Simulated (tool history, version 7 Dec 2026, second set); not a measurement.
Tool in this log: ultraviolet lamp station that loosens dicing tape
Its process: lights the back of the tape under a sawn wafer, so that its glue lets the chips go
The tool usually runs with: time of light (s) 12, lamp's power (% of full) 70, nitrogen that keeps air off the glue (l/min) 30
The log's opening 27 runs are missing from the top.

run    hour  time of light (s)  lamp's power (% of full)  nitrogen that keeps air off the glue (l/min)  force that peels the tape off (N)  light that reached the tape (mJ/cm2)
 28   979.8                 20                        70                                            56                              0.147                                   584
 29  1020.2                 24                        66                                            14                               0.37                                   650
 30  1043.8                  7                        63                                            47                              1.815                                   178
 31  1086.3                  7                        63                                            47                               1.92                                   177
 32  1117.8                  7                        63                                            47                              1.812                                   171
 33  1147.7                 12                        65                                            26                              1.147                                   300
 34  1186.6                 12                        70                                            15                               1.45                                   316
 35  1212.6                  7                        65                                            15                              2.928                                   169
 36  1257.8                 10                        97                                            31                              0.779                                   351
 37  1294.1                 10                        97                                            31                              0.789                                   342
 38  1331.7                  9                        72                                            30                               1.61                                   225
 39    1384                  9                        72                                            30                              1.728                                   219
 40  1428.3                  9                        72                                            30                              1.724                                   213

Below are 4 alternative next runs, each starting from the tool's condition after run 40. Predict each:
  A  1450.5                 12                        92                                            30                                  ?                                     ?
  B  1450.5                 10                        70                                            25                                  ?                                     ?
  C  1450.5                  6                        93                                            29                                  ?                                     ?
  D  1450.5                  8                        70                                            30                                  ?                                     ?

run  force that peels the tape off (N)  light that reached the tape (mJ/cm2)
  A                              0.736                                   356
  B                              1.846                                   226
  C                              2.145                                   187
  D                              2.141                                   181
Take away the tool's hidden state, keep each run's random variation, and the runs would have read:
run  force that peels the tape off (N)  light that reached the tape (mJ/cm2)
  A                              0.265                                   548
  B                              0.935                                   348
  C                               1.21                                   284
  D                              1.195                                   280

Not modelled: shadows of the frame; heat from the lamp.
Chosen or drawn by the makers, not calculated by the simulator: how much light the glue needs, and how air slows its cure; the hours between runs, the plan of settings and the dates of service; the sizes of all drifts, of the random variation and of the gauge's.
